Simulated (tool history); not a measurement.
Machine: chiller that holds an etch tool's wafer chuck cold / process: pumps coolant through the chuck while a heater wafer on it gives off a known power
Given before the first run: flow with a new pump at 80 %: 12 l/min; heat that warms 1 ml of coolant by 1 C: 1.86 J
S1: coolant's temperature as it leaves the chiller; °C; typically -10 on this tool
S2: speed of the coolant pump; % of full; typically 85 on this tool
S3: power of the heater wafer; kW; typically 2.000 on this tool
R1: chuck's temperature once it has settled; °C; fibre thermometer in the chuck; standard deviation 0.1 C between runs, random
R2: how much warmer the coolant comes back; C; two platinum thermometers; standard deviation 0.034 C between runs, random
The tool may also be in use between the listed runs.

{"run": 1, "hour": 0.0, "S1": -10, "S2": 85, "S3": 2.0, "R1": 3.3, "R2": 5.1}
{"run": 2, "hour": 52.5, "S1": -10, "S2": 85, "S3": 2.0, "R1": 3.2, "R2": 5.02}
{"run": 3, "hour": 124.7, "S1": -10, "S2": 85, "S3": 2.0, "R1": 3.2, "R2": 5.07}
{"run": 4, "hour": 183.6, "S1": -10, "S2": 86, "S3": 2.0, "R1": 3.2, "R2": 4.99}
{"run": 5, "hour": 232.5, "S1": -10, "S2": 86, "S3": 2.0, "R1": 3.1, "R2": 5.0}
{"run": 6, "hour": 304.9, "S1": -10, "S2": 85, "S3": 2.0, "R1": 3.3, "R2": 5.01}
{"run": 7, "hour": 360.2, "S1": -10, "S2": 85, "S3": 2.0, "R1": 3.3, "R2": 5.05}
{"run": 8, "hour": 417.2, "S1": -10, "S2": 85, "S3": 2.0, "R1": 3.2, "R2": 5.15}
{"run": 9, "hour": 459.0, "S1": -10, "S2": 85, "S3": 2.0, "R1": 3.2, "R2": 5.09}
{"run": 10, "hour": 536.6, "S1": -10, "S2": 85, "S3": 1.035, "R1": -3.0, "R2": 2.66}
{"run": 11, "hour": 588.9, "S1": -4, "S2": 85, "S3": 2.0, "R1": 9.4, "R2": 5.1}
{"run": 12, "hour": 664.0, "S1": -4, "S2": 85, "S3": 2.0, "R1": 9.3, "R2": 5.1}
{"run": 13, "hour": 747.3, "S1": -4, "S2": 85, "S3": 2.0, "R1": 9.5, "R2": 5.08}
{"run": 14, "hour": 797.0, "S1": -4, "S2": 85, "S3": 2.0, "R1": 9.4, "R2": 5.11}
{"run": 15, "hour": 842.3, "S1": -10, "S2": 85, "S3": 2.235, "R1": 4.8, "R2": 5.72}
{"run": 16, "hour": 891.1, "S1": -10, "S2": 70, "S3": 2.0, "R1": 5.2, "R2": 6.32}
{"run": 17, "hour": 934.3, "S1": -10, "S2": 70, "S3": 2.0, "R1": 5.1, "R2": 6.2}
{"run": 18, "hour": 978.1, "S1": -10, "S2": 70, "S3": 2.0, "R1": 5.1, "R2": 6.3}
{"run": 19, "hour": 1039.0, "S1": -5, "S2": 72, "S3": 2.723, "R1": 15.0, "R2": 8.32}
{"run": 20, "hour": 1107.4, "S1": -5, "S2": 95, "S3": 2.002, "R1": 7.4, "R2": 4.61}
{"run": 21, "hour": 1155.7, "S1": -5, "S2": 95, "S3": 2.002, "R1": 7.6, "R2": 4.63}
{"run": 22, "hour": 1236.7, "S1": -8, "S2": 76, "S3": 1.153, "R1": 0.3, "R2": 3.41}
{"run": 23, "hour": 1310.2, "S1": -11, "S2": 70, "S3": 2.073, "R1": 4.6, "R2": 6.49}
{"run": 24, "hour": 1393.1, "S1": -11, "S2": 70, "S3": 2.073, "R1": 4.6, "R2": 6.54}
{"run": 25, "hour": 1461.5, "S1": -11, "S2": 70, "S3": 2.073, "R1": 4.6, "R2": 6.53}
{"run": 26, "hour": 1503.7, "S1": -15, "S2": 90, "S3": 1.551, "R1": -4.9, "R2": 3.8}
{"run": 27, "hour": 1548.4, "S1": -15, "S2": 90, "S3": 1.551, "R1": -5.0, "R2": 3.81}
{"run": 28, "hour": 1620.1, "S1": -15, "S2": 90, "S3": 1.551, "R1": -5.1, "R2": 3.88}
{"run": 29, "hour": 1686.3, "S1": -3, "S2": 99, "S3": 2.0, "R1": 8.9, "R2": 4.57}
{"run": 30, "hour": 1735.4, "S1": -13, "S2": 99, "S3": 2.021, "R1": -1.1, "R2": 4.47}
{"run": 31, "hour": 1777.2, "S1": -13, "S2": 99, "S3": 2.021, "R1": -0.8, "R2": 4.49}

Below, each run's measurement less what the same run would have read without the hidden state. Both values contain the same run-to-run variation, but the gauge's scatter may not be the same in both:
What the log doesn't record here: heat passed by the chuck's channels, % of clean ones'; flow at a given pump speed, % of a new pump's; coolant's true temperature over the reading, C; drift of the gauge itself on chuck_c, C; drift of the gauge itself on warmer_back_c, C.
run=1 R2=+0.00
run=2 R2=+0.00
run=3 R2=+0.01
run=4 R2=+0.02
run=5 R2=+0.02
run=6 R2=+0.02
run=7 R2=+0.04
run=8 R2=+0.04
run=9 R2=+0.05
run=10 R2=+0.05
run=11 R2=+0.05
run=12 R2=+0.06
run=13 R2=+0.07
run=14 R2=+0.07
run=15 R2=+0.07
run=16 R2=+0.08
run=17 R2=+0.08
run=18 R2=+0.09
run=19 R2=+0.09
run=20 R2=+0.10
run=21 R2=+0.10
run=22 R2=+0.11
run=23 R2=+0.11
run=24 R2=+0.12
run=25 R2=+0.13
run=26 R2=+0.14
run=27 R2=+0.13
run=28 R2=+0.14
run=29 R2=+0.15
run=30 R2=+0.15
run=31 R2=+0.16
For R1, the value without the hidden state is never more than 0.1 °C from the measured value.
